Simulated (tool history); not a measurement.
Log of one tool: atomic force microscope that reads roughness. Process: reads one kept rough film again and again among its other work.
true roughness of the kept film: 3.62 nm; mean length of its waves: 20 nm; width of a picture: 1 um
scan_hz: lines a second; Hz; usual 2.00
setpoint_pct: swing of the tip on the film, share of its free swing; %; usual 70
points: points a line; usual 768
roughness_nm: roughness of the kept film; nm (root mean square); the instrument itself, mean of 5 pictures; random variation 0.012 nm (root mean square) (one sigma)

| run | hour | scan_hz | setpoint_pct | points | roughness_nm |
|---|---|---|---|---|---|
| 1 | 0.0 | 2.00 | 70 | 768 | 2.273 |
| 2 | 12.4 | 2.00 | 78 | 768 | 2.131 |
| 3 | 22.7 | 2.00 | 78 | 434 | 2.050 |
| 4 | 38.1 | 2.00 | 78 | 434 | 1.980 |
| 5 | 48.6 | 2.00 | 78 | 434 | 1.934 |
| 6 | 67.7 | 2.00 | 78 | 429 | 1.873 |
| 7 | 76.8 | 2.00 | 78 | 429 | 1.841 |
| 8 | 91.3 | 2.00 | 78 | 429 | 1.767 |
| 9 | 105.4 | 2.00 | 78 | 429 | 1.724 |
|  | 112.4 | new tip fitted |
| 10 | 119.2 | 2.00 | 68 | 768 | 2.743 |
| 11 | 130.4 | 1.22 | 70 | 768 | 2.735 |
| 12 | 138.3 | 1.22 | 70 | 915 | 2.685 |
| 13 | 146.3 | 1.22 | 70 | 915 | 2.635 |
| 14 | 156.3 | 1.22 | 70 | 915 | 2.570 |
| 15 | 165.5 | 2.00 | 70 | 768 | 2.432 |
| 16 | 182.4 | 2.00 | 85 | 768 | 2.125 |
| 17 | 200.7 | 2.00 | 85 | 768 | 2.034 |
| 18 | 218.2 | 2.00 | 85 | 768 | 1.960 |
| 19 | 236.8 | 2.00 | 85 | 768 | 1.890 |
| 20 | 251.1 | 3.25 | 85 | 768 | 1.659 |
| 21 | 265.9 | 2.06 | 70 | 768 | 1.915 |
| 22 | 285.1 | 2.00 | 70 | 768 | 1.846 |
|  | 293.1 | new tip fitted |
| 23 | 296.6 | 2.00 | 70 | 768 | 2.768 |
| 24 | 311.5 | 2.00 | 70 | 768 | 2.654 |
| 25 | 328.7 | 2.00 | 70 | 768 | 2.518 |
| 26 | 339.5 | 2.99 | 70 | 768 | 2.354 |
| 27 | 356.5 | 2.00 | 70 | 768 | 2.331 |
| 28 | 365.6 | 2.00 | 88 | 484 | 2.036 |
| 29 | 383.6 | 0.68 | 75 | 484 | 2.255 |
|  | 386.0 | height scale calibrated on a step standard |
| 30 | 393.4 | 3.28 | 88 | 484 | 1.718 |
| 31 | 401.3 | 1.64 | 57 | 354 | 2.179 |
| 32 | 413.6 | 1.72 | 60 | 768 | 2.157 |
| 33 | 431.3 | 1.72 | 60 | 768 | 2.061 |
|  | 441.1 | height scale calibrated on a step standard, once more |
| 34 | 447.9 | 1.14 | 88 | 289 | 1.800 |
| 35 | 456.3 | 1.14 | 66 | 496 | 1.961 |
| 36 | 474.3 | 1.14 | 63 | 554 | 1.902 |
|  | 476.0 | new tip fitted |
| 37 | 489.1 | 1.78 | 59 | 536 | 2.825 |
| 38 | 501.5 | 1.50 | 59 | 536 | 2.726 |
| 39 | 518.8 | 1.90 | 66 | 768 | 2.554 |
| 40 | 534.2 | 1.90 | 66 | 768 | 2.444 |
| 41 | 549.1 | 1.90 | 66 | 768 | 2.355 |
| 42 | 567.4 | 1.56 | 66 | 973 | 2.284 |
| 43 | 586.5 | 1.56 | 66 | 973 | 2.194 |
| 44 | 605.1 | 1.56 | 66 | 973 | 2.101 |
| 45 | 619.9 | 0.62 | 71 | 366 | 2.061 |
| 46 | 632.1 | 0.62 | 71 | 295 | 1.985 |
| 47 | 649.0 | 0.62 | 71 | 295 | 1.926 |
|  | 657.7 | new tip fitted |
| 48 | 665.7 | 2.00 | 88 | 520 | 2.439 |
| 49 | 681.3 | 0.88 | 59 | 768 | 2.765 |
| 50 | 700.8 | 0.88 | 59 | 768 | 2.634 |
| 51 | 713.1 | 2.77 | 66 | 589 | 2.351 |
| 52 | 727.3 | 2.77 | 66 | 589 | 2.261 |
| 53 | 742.2 | 2.00 | 79 | 768 | 2.128 |
| 54 | 757.2 | 0.85 | 67 | 768 | 2.255 |

Hidden state or all else? Some run-to-run changes of roughness_nm, split into what the settings, what came in and random variation would give without the hidden state, and what is left for the hidden state (with any gauge scatter that isn't in both results):
The hidden state here: radius of the tip, nm; height scale over the true one, %; drift of the gauge itself on roughness_nm, %.
Run 9 -> 10: setpoint_pct 78 -> 68, points 429 -> 768, new tip fitted. roughness_nm +1.019 nm (root mean square): hidden state +0.868, all else +0.151.
Run 22 -> 23: new tip fitted. roughness_nm +0.922 nm (root mean square): hidden state +0.917, all else +0.005.
Run 36 -> 37: scan_hz 1.14 -> 1.78, setpoint_pct 63 -> 59, points 554 -> 536, new tip fitted. roughness_nm +0.923 nm (root mean square): hidden state +0.923, all else +0.000.
Run 47 -> 48: scan_hz 0.62 -> 2.00, setpoint_pct 71 -> 88, points 295 -> 520, new tip fitted. roughness_nm +0.513 nm (root mean square): hidden state +0.887, all else -0.374.
